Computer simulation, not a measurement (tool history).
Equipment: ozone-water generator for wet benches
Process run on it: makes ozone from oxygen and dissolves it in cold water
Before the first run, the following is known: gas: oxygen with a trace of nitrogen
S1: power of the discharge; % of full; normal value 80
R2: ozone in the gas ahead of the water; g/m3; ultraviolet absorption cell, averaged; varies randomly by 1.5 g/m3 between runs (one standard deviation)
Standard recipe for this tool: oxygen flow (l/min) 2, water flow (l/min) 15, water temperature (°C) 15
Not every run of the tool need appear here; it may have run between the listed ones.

run 1 hour=0 | S1=80 oxygen_flow_(l/min)=2 water_flow_(l/min)=15 water_temperature_(°C)=15 | dissolved_ozone_(ppm)=20.6 R2=287.5
run 2 hour=18.2 | S1=80 oxygen_flow_(l/min)=2 water_flow_(l/min)=15 water_temperature_(°C)=15 | dissolved_ozone_(ppm)=20.4 R2=291.6
run 3 hour=41.2 | S1=80 oxygen_flow_(l/min)=2 water_flow_(l/min)=15 water_temperature_(°C)=15 | dissolved_ozone_(ppm)=20.4 R2=288.4
run 4 hour=80.5 | S1=80 oxygen_flow_(l/min)=2 water_flow_(l/min)=15 water_temperature_(°C)=15 | dissolved_ozone_(ppm)=20.5 R2=286.9
run 5 hour=115.7 | S1=80 oxygen_flow_(l/min)=2 water_flow_(l/min)=15 water_temperature_(°C)=15 | dissolved_ozone_(ppm)=20.7 R2=285.4
run 6 hour=143.9 | S1=80 oxygen_flow_(l/min)=2 water_flow_(l/min)=15 water_temperature_(°C)=15 | dissolved_ozone_(ppm)=20.3 R2=285.5
run 7 hour=171.5 | S1=80 oxygen_flow_(l/min)=2.72 water_flow_(l/min)=15 water_temperature_(°C)=15 | dissolved_ozone_(ppm)=21.5 R2=249.2
run 8 hour=199 | S1=80 oxygen_flow_(l/min)=2.49 water_flow_(l/min)=15 water_temperature_(°C)=15 | dissolved_ozone_(ppm)=21.6 R2=257.6
run 9 hour=227.6 | S1=80 oxygen_flow_(l/min)=2.49 water_flow_(l/min)=15 water_temperature_(°C)=15 | dissolved_ozone_(ppm)=21.3 R2=259.4
run 10 hour=251.3 | S1=80 oxygen_flow_(l/min)=2 water_flow_(l/min)=15 water_temperature_(°C)=15 | dissolved_ozone_(ppm)=20.5 R2=285.3
run 11 hour=283.2 | S1=80 oxygen_flow_(l/min)=2 water_flow_(l/min)=15 water_temperature_(°C)=15 | dissolved_ozone_(ppm)=20.3 R2=283.1
run 12 hour=323.2 | S1=80 oxygen_flow_(l/min)=2 water_flow_(l/min)=15 water_temperature_(°C)=15 | dissolved_ozone_(ppm)=20.6 R2=284.4
run 13 hour=363.8 | S1=80 oxygen_flow_(l/min)=2 water_flow_(l/min)=15 water_temperature_(°C)=15 | dissolved_ozone_(ppm)=20.3 R2=284.4
run 14 hour=393.7 | S1=49 oxygen_flow_(l/min)=2 water_flow_(l/min)=15 water_temperature_(°C)=15 | dissolved_ozone_(ppm)=15 R2=212.5
run 15 hour=411.7 | S1=49 oxygen_flow_(l/min)=2 water_flow_(l/min)=15 water_temperature_(°C)=15 | dissolved_ozone_(ppm)=15.3 R2=212.4
run 16 hour=450.2 | S1=49 oxygen_flow_(l/min)=2 water_flow_(l/min)=15 water_temperature_(°C)=15 | dissolved_ozone_(ppm)=15 R2=209
run 17 hour=491.9 | S1=49 oxygen_flow_(l/min)=2 water_flow_(l/min)=15 water_temperature_(°C)=15 | dissolved_ozone_(ppm)=15.1 R2=208.9
-- hour=511.2 gauge calibrated
run 18 hour=520.4 | S1=49 oxygen_flow_(l/min)=2 water_flow_(l/min)=15 water_temperature_(°C)=15 | dissolved_ozone_(ppm)=15.1 R2=216.3
run 19 hour=542.8 | S1=42 oxygen_flow_(l/min)=2 water_flow_(l/min)=15 water_temperature_(°C)=15 | dissolved_ozone_(ppm)=13.8 R2=196.7
run 20 hour=559.7 | S1=42 oxygen_flow_(l/min)=2 water_flow_(l/min)=15 water_temperature_(°C)=15 | dissolved_ozone_(ppm)=13.7 R2=197.1
run 21 hour=593.8 | S1=76 oxygen_flow_(l/min)=3.4 water_flow_(l/min)=23 water_temperature_(°C)=12 | dissolved_ozone_(ppm)=15.1 R2=219.8
run 22 hour=622.1 | S1=71 oxygen_flow_(l/min)=3.4 water_flow_(l/min)=23 water_temperature_(°C)=12 | dissolved_ozone_(ppm)=14.4 R2=208.8
run 23 hour=646.8 | S1=100 oxygen_flow_(l/min)=3.4 water_flow_(l/min)=23 water_temperature_(°C)=21 | dissolved_ozone_(ppm)=16.2 R2=256.2
run 24 hour=671.2 | S1=80 oxygen_flow_(l/min)=1.22 water_flow_(l/min)=15 water_temperature_(°C)=22 | dissolved_ozone_(ppm)=16.7 R2=362.8
run 25 hour=696.4 | S1=80 oxygen_flow_(l/min)=1.22 water_flow_(l/min)=15 water_temperature_(°C)=22 | dissolved_ozone_(ppm)=16.7 R2=356.7
run 26 hour=718.2 | S1=80 oxygen_flow_(l/min)=3.02 water_flow_(l/min)=15 water_temperature_(°C)=22 | dissolved_ozone_(ppm)=20.4 R2=233.3
run 27 hour=736.8 | S1=80 oxygen_flow_(l/min)=3.02 water_flow_(l/min)=15 water_temperature_(°C)=22 | dissolved_ozone_(ppm)=20.3 R2=238.9
run 28 hour=763.9 | S1=46 oxygen_flow_(l/min)=2.68 water_flow_(l/min)=16 water_temperature_(°C)=20 | dissolved_ozone_(ppm)=13.8 R2=176.2
run 29 hour=785.6 | S1=80 oxygen_flow_(l/min)=2 water_flow_(l/min)=23 water_temperature_(°C)=15 | dissolved_ozone_(ppm)=13.1 R2=284.2
run 30 hour=818 | S1=73 oxygen_flow_(l/min)=1.22 water_flow_(l/min)=18 water_temperature_(°C)=20 | dissolved_ozone_(ppm)=13.1 R2=339.6

For run 31, what comes out?
run 31 hour=855.6 | S1=80 oxygen_flow_(l/min)=1.48 water_flow_(l/min)=15 water_temperature_(°C)=15 | dissolved_ozone_(ppm)=? R2=?

dissolved ozone (ppm): 18.7
R2: 330.4 g/m3
Take away the tool's hidden state, keep the run-to-run variation as it was, and the same run would have given dissolved ozone (ppm) 18.7, R2 337.3 g/m3.
